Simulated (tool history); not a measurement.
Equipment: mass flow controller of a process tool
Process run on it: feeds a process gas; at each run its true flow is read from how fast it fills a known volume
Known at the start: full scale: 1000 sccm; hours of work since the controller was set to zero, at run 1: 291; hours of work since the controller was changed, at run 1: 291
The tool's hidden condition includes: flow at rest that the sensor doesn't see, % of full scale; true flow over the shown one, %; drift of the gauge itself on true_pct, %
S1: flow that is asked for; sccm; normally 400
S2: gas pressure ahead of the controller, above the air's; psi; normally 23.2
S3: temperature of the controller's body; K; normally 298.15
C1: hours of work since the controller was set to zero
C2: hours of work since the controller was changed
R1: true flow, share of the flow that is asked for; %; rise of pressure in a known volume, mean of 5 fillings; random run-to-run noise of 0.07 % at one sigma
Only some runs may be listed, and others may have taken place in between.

| run | hour | S1 | S2 | S3 | C1 | C2 | R1 |
|---|---|---|---|---|---|---|---|
| 1 | 0.0 | 400 | 23.2 | 298.15 | 291 | 291 | 98.04 |
| 2 | 76.1 | 400 | 33.1 | 298.15 | 316 | 316 | 97.99 |
| 3 | 136.6 | 400 | 33.1 | 298.15 | 337 | 337 | 97.92 |
| 4 | 203.1 | 448 | 33.1 | 298.15 | 360 | 360 | 97.76 |
| 5 | 252.4 | 448 | 33.1 | 298.15 | 376 | 376 | 97.72 |
| 6 | 322.9 | 448 | 33.1 | 298.15 | 400 | 400 | 97.49 |
| 7 | 390.4 | 400 | 23.2 | 307.15 | 423 | 423 | 97.56 |
| 8 | 432.7 | 400 | 23.2 | 298.15 | 437 | 437 | 97.03 |
| 9 | 481.9 | 400 | 23.2 | 298.15 | 454 | 454 | 96.88 |
| 10 | 552.2 | 400 | 27.4 | 298.15 | 478 | 478 | 96.73 |
| 11 | 584.2 | 400 | 27.4 | 298.15 | 489 | 489 | 96.88 |
| 12 | 646.6 | 400 | 27.4 | 298.15 | 510 | 510 | 96.57 |
| 13 | 692.0 | 173 | 27.4 | 295.15 | 525 | 525 | 95.50 |
| 14 | 757.2 | 778 | 25.7 | 300.15 | 548 | 548 | 97.54 |
| 15 | 792.7 | 778 | 25.7 | 300.15 | 560 | 560 | 97.48 |
| 16 | 844.7 | 778 | 25.7 | 300.15 | 577 | 577 | 97.38 |

For run 17, what comes out?
| 17 | 895.5 | 778 | 25.7 | 300.15 | 594 | 594 | ? |

R1: 97.18 %
If the tool had no hidden condition, the same run with the same run-to-run variation would have returned R1 99.33 %.
